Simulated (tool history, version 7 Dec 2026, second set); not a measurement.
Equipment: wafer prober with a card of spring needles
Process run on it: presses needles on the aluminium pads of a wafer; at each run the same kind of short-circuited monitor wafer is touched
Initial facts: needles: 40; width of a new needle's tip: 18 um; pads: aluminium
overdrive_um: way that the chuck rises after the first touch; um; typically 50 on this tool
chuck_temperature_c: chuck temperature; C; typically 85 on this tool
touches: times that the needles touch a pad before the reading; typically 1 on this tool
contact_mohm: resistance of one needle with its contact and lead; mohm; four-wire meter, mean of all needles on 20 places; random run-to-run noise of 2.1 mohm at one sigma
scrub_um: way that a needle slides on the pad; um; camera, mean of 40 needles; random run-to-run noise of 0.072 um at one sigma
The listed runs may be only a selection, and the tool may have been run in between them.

run 1 day=0 | overdrive_um=50 chuck_temperature_c=85 touches=1 | contact_mohm=257 scrub_um=11.48
-- day=0.067 tips cleaned on abrasive film
-- day=0.467 tips cleaned on abrasive film
-- day=0.858 tips cleaned on abrasive film
run 2 day=1.017 | overdrive_um=50 chuck_temperature_c=85 touches=1 | contact_mohm=254 scrub_um=11.52
-- day=1.271 tips cleaned on abrasive film
-- day=1.654 tips cleaned on abrasive film
-- day=2.062 tips cleaned on abrasive film
run 3 day=2.117 | overdrive_um=50 chuck_temperature_c=85 touches=1 | contact_mohm=246 scrub_um=11.39
-- day=2.429 tips cleaned on abrasive film
-- day=2.767 tips cleaned on abrasive film
run 4 day=3.062 | overdrive_um=50 chuck_temperature_c=85 touches=1 | contact_mohm=265 scrub_um=11.4
-- day=3.15 tips cleaned on abrasive film
-- day=3.538 tips cleaned on abrasive film
-- day=3.942 tips cleaned on abrasive film
-- day=4.317 tips cleaned on abrasive film
run 5 day=4.317 | overdrive_um=50 chuck_temperature_c=85 touches=2 | contact_mohm=238 scrub_um=11.52
-- day=4.738 tips cleaned on abrasive film
-- day=5.146 tips cleaned on abrasive film
run 6 day=5.346 | overdrive_um=50 chuck_temperature_c=85 touches=1 | contact_mohm=257 scrub_um=11.37
-- day=5.512 tips cleaned on abrasive film
-- day=5.917 tips cleaned on abrasive film
run 7 day=5.996 | overdrive_um=50 chuck_temperature_c=85 touches=1 | contact_mohm=254 scrub_um=11.38
-- day=6.3 tips cleaned on abrasive film
-- day=6.638 tips cleaned on abrasive film
run 8 day=6.942 | overdrive_um=57 chuck_temperature_c=85 touches=1 | contact_mohm=252 scrub_um=12.99
-- day=7.025 tips cleaned on abrasive film
-- day=7.362 tips cleaned on abrasive film
-- day=7.746 tips cleaned on abrasive film
-- day=8.154 tips cleaned on abrasive film
-- day=8.504 tips cleaned on abrasive film
run 9 day=8.504 | overdrive_um=57 chuck_temperature_c=85 touches=1 | contact_mohm=238 scrub_um=12.96
-- day=8.888 tips cleaned on abrasive film
-- day=9.304 tips cleaned on abrasive film
-- day=9.667 tips cleaned on abrasive film
run 10 day=9.667 | overdrive_um=57 chuck_temperature_c=85 touches=1 | contact_mohm=238 scrub_um=12.95
-- day=10.071 tips cleaned on abrasive film
-- day=10.475 tips cleaned on abrasive film
run 11 day=10.475 | overdrive_um=57 chuck_temperature_c=85 touches=1 | contact_mohm=235 scrub_um=12.77
-- day=10.892 tips cleaned on abrasive film
-- day=11.296 tips cleaned on abrasive film
-- day=11.688 tips cleaned on abrasive film
run 12 day=11.688 | overdrive_um=57 chuck_temperature_c=52 touches=1 | contact_mohm=227 scrub_um=12.87
-- day=12.083 tips cleaned on abrasive film
-- day=12.458 tips cleaned on abrasive film
-- day=12.796 tips cleaned on abrasive film
-- day=13.2 tips cleaned on abrasive film
run 13 day=13.233 | overdrive_um=50 chuck_temperature_c=103 touches=1 | contact_mohm=244 scrub_um=11.34
-- day=13.558 tips cleaned on abrasive film
-- day=13.896 tips cleaned on abrasive film
-- day=14.262 tips cleaned on abrasive film
run 14 day=14.262 | overdrive_um=50 chuck_temperature_c=103 touches=1 | contact_mohm=244 scrub_um=11.09
-- day=14.667 tips cleaned on abrasive film
-- day=15.083 tips cleaned on abrasive film
-- day=15.475 tips cleaned on abrasive film
run 15 day=15.5 | overdrive_um=50 chuck_temperature_c=51 touches=1 | contact_mohm=236 scrub_um=10.95
-- day=15.596 height of the first contact set anew
-- day=15.892 tips cleaned on abrasive film
-- day=16.3 tips cleaned on abrasive film
run 16 day=16.375 | overdrive_um=42 chuck_temperature_c=51 touches=1 | contact_mohm=247 scrub_um=9.64
-- day=16.704 tips cleaned on abrasive film
-- day=17.112 tips cleaned on abrasive film
-- day=17.517 tips cleaned on abrasive film
run 17 day=17.729 | overdrive_um=46 chuck_temperature_c=72 touches=2 | contact_mohm=254 scrub_um=10.66
-- day=17.896 tips cleaned on abrasive film
-- day=18.283 tips cleaned on abrasive film
-- day=18.696 tips cleaned on abrasive film
run 18 day=18.783 | overdrive_um=52 chuck_temperature_c=85 touches=2 | contact_mohm=241 scrub_um=12.11
-- day=19.104 tips cleaned on abrasive film
-- day=19.508 tips cleaned on abrasive film
-- day=19.912 tips cleaned on abrasive film
-- day=20.412 card fitted with new needles
run 19 day=20.471 | overdrive_um=48 chuck_temperature_c=36 touches=1 | contact_mohm=229 scrub_um=11.23
-- day=20.808 tips cleaned on abrasive film
-- day=21.221 tips cleaned on abrasive film
run 20 day=21.55 | overdrive_um=50 chuck_temperature_c=48 touches=1 | contact_mohm=249 scrub_um=11.72
-- day=21.638 tips cleaned on abrasive film
-- day=22.033 tips cleaned on abrasive film
run 21 day=22.283 | overdrive_um=41 chuck_temperature_c=26 touches=1 | contact_mohm=247 scrub_um=9.54
-- day=22.454 tips cleaned on abrasive film
-- day=22.862 tips cleaned on abrasive film
run 22 day=23.121 | overdrive_um=34 chuck_temperature_c=56 touches=1 | contact_mohm=274 scrub_um=7.81
-- day=23.208 tips cleaned on abrasive film
-- day=23.612 tips cleaned on abrasive film
-- day=24 tips cleaned on abrasive film
run 23 day=24.142 | overdrive_um=68 chuck_temperature_c=90 touches=1 | contact_mohm=241 scrub_um=15.8
-- day=24.367 tips cleaned on abrasive film
-- day=24.75 tips cleaned on abrasive film
run 24 day=24.817 | overdrive_um=68 chuck_temperature_c=90 touches=1 | contact_mohm=239 scrub_um=15.89
-- day=25.146 tips cleaned on abrasive film
-- day=25.55 tips cleaned on abrasive film
-- day=25.967 tips cleaned on abrasive film
-- day=26.358 tips cleaned on abrasive film
run 25 day=26.358 | overdrive_um=41 chuck_temperature_c=29 touches=1 | contact_mohm=227 scrub_um=9.4
-- day=26.762 tips cleaned on abrasive film
-- day=27.15 tips cleaned on abrasive film
-- day=27.533 tips cleaned on abrasive film
run 26 day=27.862 | overdrive_um=36 chuck_temperature_c=28 touches=2 | contact_mohm=252 scrub_um=8.11
-- day=27.946 tips cleaned on abrasive film
-- day=28.362 tips cleaned on abrasive film
-- day=28.767 tips cleaned on abrasive film
run 27 day=29.042 | overdrive_um=48 chuck_temperature_c=85 touches=2 | contact_mohm=252 scrub_um=10.89

5 options for the next run, each taken on its own from the tool as it stands now. Forecast them:
-- day=29.129 tips cleaned on abrasive film
-- day=29.542 tips cleaned on abrasive film
-- day=29.912 tips cleaned on abrasive film
run A day=30.183 | overdrive_um=65 chuck_temperature_c=85 touches=1 | contact_mohm=? scrub_um=?
-- day=29.129 tips cleaned on abrasive film
-- day=29.542 tips cleaned on abrasive film
-- day=29.912 tips cleaned on abrasive film
run B day=30.183 | overdrive_um=49 chuck_temperature_c=85 touches=2 | contact_mohm=? scrub_um=?
-- day=29.129 tips cleaned on abrasive film
-- day=29.542 tips cleaned on abrasive film
-- day=29.912 tips cleaned on abrasive film
run C day=30.183 | overdrive_um=48 chuck_temperature_c=118 touches=1 | contact_mohm=? scrub_um=?
-- day=29.129 tips cleaned on abrasive film
-- day=29.542 tips cleaned on abrasive film
-- day=29.912 tips cleaned on abrasive film
run D day=30.183 | overdrive_um=67 chuck_temperature_c=85 touches=1 | contact_mohm=? scrub_um=?
-- day=29.129 tips cleaned on abrasive film
-- day=29.542 tips cleaned on abrasive film
-- day=29.912 tips cleaned on abrasive film
run E day=30.183 | overdrive_um=48 chuck_temperature_c=75 touches=3 | contact_mohm=? scrub_um=?

run=A contact_mohm=249 scrub_um=14.92
run=B contact_mohm=246 scrub_um=11.14
run=C contact_mohm=267 scrub_um=10.92
run=D contact_mohm=246 scrub_um=15.47
run=E contact_mohm=243 scrub_um=10.84
With no hidden state in the tool, these same runs would have given:
run=A contact_mohm=234 scrub_um=15.23
run=B contact_mohm=232 scrub_um=11.46
run=C contact_mohm=244 scrub_um=11.24
run=D contact_mohm=231 scrub_um=15.79
run=E contact_mohm=233 scrub_um=11.15
